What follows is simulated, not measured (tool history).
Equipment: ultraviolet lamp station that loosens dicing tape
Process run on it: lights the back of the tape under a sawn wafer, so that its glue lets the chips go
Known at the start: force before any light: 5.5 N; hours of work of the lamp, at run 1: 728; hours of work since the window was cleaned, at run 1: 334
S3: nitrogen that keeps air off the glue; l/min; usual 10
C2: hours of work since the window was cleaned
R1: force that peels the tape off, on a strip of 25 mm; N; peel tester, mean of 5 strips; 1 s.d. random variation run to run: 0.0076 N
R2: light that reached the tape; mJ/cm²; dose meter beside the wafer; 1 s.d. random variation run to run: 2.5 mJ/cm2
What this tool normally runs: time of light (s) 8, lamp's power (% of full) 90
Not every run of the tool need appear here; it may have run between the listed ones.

{"run": 1, "hour": 0.0, "time of light (s)": 8, "lamp's power (% of full)": 90, "S3": 10, "hours of work of the lamp": 728, "C2": 334, "R1": 0.563, "R2": 232}
{"run": 2, "hour": 51.9, "time of light (s)": 8, "lamp's power (% of full)": 90, "S3": 10, "hours of work of the lamp": 750, "C2": 356, "R1": 0.539, "R2": 225}
{"run": 3, "hour": 98.3, "time of light (s)": 8, "lamp's power (% of full)": 90, "S3": 10, "hours of work of the lamp": 769, "C2": 375, "R1": 0.546, "R2": 225}
{"run": 4, "hour": 148.3, "time of light (s)": 8, "lamp's power (% of full)": 90, "S3": 10, "hours of work of the lamp": 790, "C2": 396, "R1": 0.569, "R2": 227}
{"run": 5, "hour": 234.0, "time of light (s)": 8, "lamp's power (% of full)": 90, "S3": 4, "hours of work of the lamp": 825, "C2": 432, "R1": 0.891, "R2": 221}
{"run": 6, "hour": 279.6, "time of light (s)": 9, "lamp's power (% of full)": 90, "S3": 10, "hours of work of the lamp": 844, "C2": 451, "R1": 0.496, "R2": 242}
{"run": 7, "hour": 350.7, "time of light (s)": 8, "lamp's power (% of full)": 93, "S3": 10, "hours of work of the lamp": 874, "C2": 480, "R1": 0.601, "R2": 226}
{"run": 8, "hour": 407.4, "time of light (s)": 8, "lamp's power (% of full)": 90, "S3": 10, "hours of work of the lamp": 897, "C2": 504, "R1": 0.649, "R2": 210}
{"run": 9, "hour": 457.5, "time of light (s)": 4, "lamp's power (% of full)": 90, "S3": 10, "hours of work of the lamp": 918, "C2": 524, "R1": 1.853, "R2": 106}
{"run": 10, "hour": 535.0, "time of light (s)": 4, "lamp's power (% of full)": 90, "S3": 10, "hours of work of the lamp": 950, "C2": 557, "R1": 1.904, "R2": 103}
{"run": 11, "hour": 577.7, "time of light (s)": 5, "lamp's power (% of full)": 90, "S3": 10, "hours of work of the lamp": 968, "C2": 574, "R1": 1.449, "R2": 128}
{"run": 12, "hour": 636.2, "time of light (s)": 9, "lamp's power (% of full)": 90, "S3": 10, "hours of work of the lamp": 992, "C2": 599, "R1": 0.544, "R2": 225}
{"run": 13, "hour": 692.2, "time of light (s)": 9, "lamp's power (% of full)": 90, "S3": 10, "hours of work of the lamp": 1016, "C2": 622, "R1": 0.563, "R2": 229}
{"run": 14, "hour": 728.1, "time of light (s)": 8, "lamp's power (% of full)": 90, "S3": 10, "hours of work of the lamp": 1031, "C2": 637, "R1": 0.729, "R2": 199}
{"hour": 733.6, "done": "window cleaned of glue's vapour"}
{"run": 15, "hour": 793.0, "time of light (s)": 8, "lamp's power (% of full)": 90, "S3": 10, "hours of work of the lamp": 1057, "C2": 25, "R1": 0.646, "R2": 213}
{"run": 16, "hour": 867.3, "time of light (s)": 8, "lamp's power (% of full)": 90, "S3": 10, "hours of work of the lamp": 1088, "C2": 56, "R1": 0.652, "R2": 211}
{"run": 17, "hour": 947.2, "time of light (s)": 8, "lamp's power (% of full)": 90, "S3": 10, "hours of work of the lamp": 1122, "C2": 89, "R1": 0.698, "R2": 207}
{"run": 18, "hour": 1029.8, "time of light (s)": 8, "lamp's power (% of full)": 90, "S3": 10, "hours of work of the lamp": 1156, "C2": 123, "R1": 0.711, "R2": 199}
{"run": 19, "hour": 1098.1, "time of light (s)": 8, "lamp's power (% of full)": 90, "S3": 10, "hours of work of the lamp": 1184, "C2": 152, "R1": 0.763, "R2": 201}
{"run": 20, "hour": 1160.5, "time of light (s)": 8, "lamp's power (% of full)": 90, "S3": 10, "hours of work of the lamp": 1210, "C2": 177, "R1": 0.753, "R2": 195}
{"run": 21, "hour": 1224.8, "time of light (s)": 8, "lamp's power (% of full)": 79, "S3": 10, "hours of work of the lamp": 1237, "C2": 204, "R1": 0.942, "R2": 173}
{"run": 22, "hour": 1265.9, "time of light (s)": 8, "lamp's power (% of full)": 90, "S3": 10, "hours of work of the lamp": 1254, "C2": 221, "R1": 0.805, "R2": 191}
{"run": 23, "hour": 1331.2, "time of light (s)": 8, "lamp's power (% of full)": 70, "S3": 16, "hours of work of the lamp": 1281, "C2": 248, "R1": 1.074, "R2": 150}
{"run": 24, "hour": 1390.6, "time of light (s)": 6, "lamp's power (% of full)": 65, "S3": 17, "hours of work of the lamp": 1306, "C2": 273, "R1": 1.746, "R2": 98}
{"run": 25, "hour": 1462.6, "time of light (s)": 6, "lamp's power (% of full)": 91, "S3": 7, "hours of work of the lamp": 1336, "C2": 303, "R1": 1.471, "R2": 142}
{"run": 26, "hour": 1506.5, "time of light (s)": 8, "lamp's power (% of full)": 90, "S3": 18, "hours of work of the lamp": 1354, "C2": 321, "R1": 0.707, "R2": 186}
{"run": 27, "hour": 1583.1, "time of light (s)": 4, "lamp's power (% of full)": 90, "S3": 15, "hours of work of the lamp": 1386, "C2": 353, "R1": 1.966, "R2": 87}
{"run": 28, "hour": 1653.6, "time of light (s)": 4, "lamp's power (% of full)": 90, "S3": 15, "hours of work of the lamp": 1415, "C2": 382, "R1": 2.11, "R2": 87}
{"run": 29, "hour": 1721.8, "time of light (s)": 4, "lamp's power (% of full)": 97, "S3": 12, "hours of work of the lamp": 1444, "C2": 411, "R1": 2.079, "R2": 94}
{"run": 30, "hour": 1772.6, "time of light (s)": 6, "lamp's power (% of full)": 97, "S3": 7, "hours of work of the lamp": 1465, "C2": 432, "R1": 1.539, "R2": 133}
{"run": 31, "hour": 1827.0, "time of light (s)": 12, "lamp's power (% of full)": 90, "S3": 15, "hours of work of the lamp": 1487, "C2": 454, "R1": 0.375, "R2": 253}

Predict the results of run 32:
{"run": 32, "hour": 1911.4, "time of light (s)": 8, "lamp's power (% of full)": 69, "S3": 11, "hours of work of the lamp": 1522, "C2": 490, "R1": "?", "R2": "?"}

Run 32 gave R1 1.464 N, R2 126 mJ/cm².
Minus the tool's unlogged condition, the same run would have read R1 0.503 N, R2 235 mJ/cm².
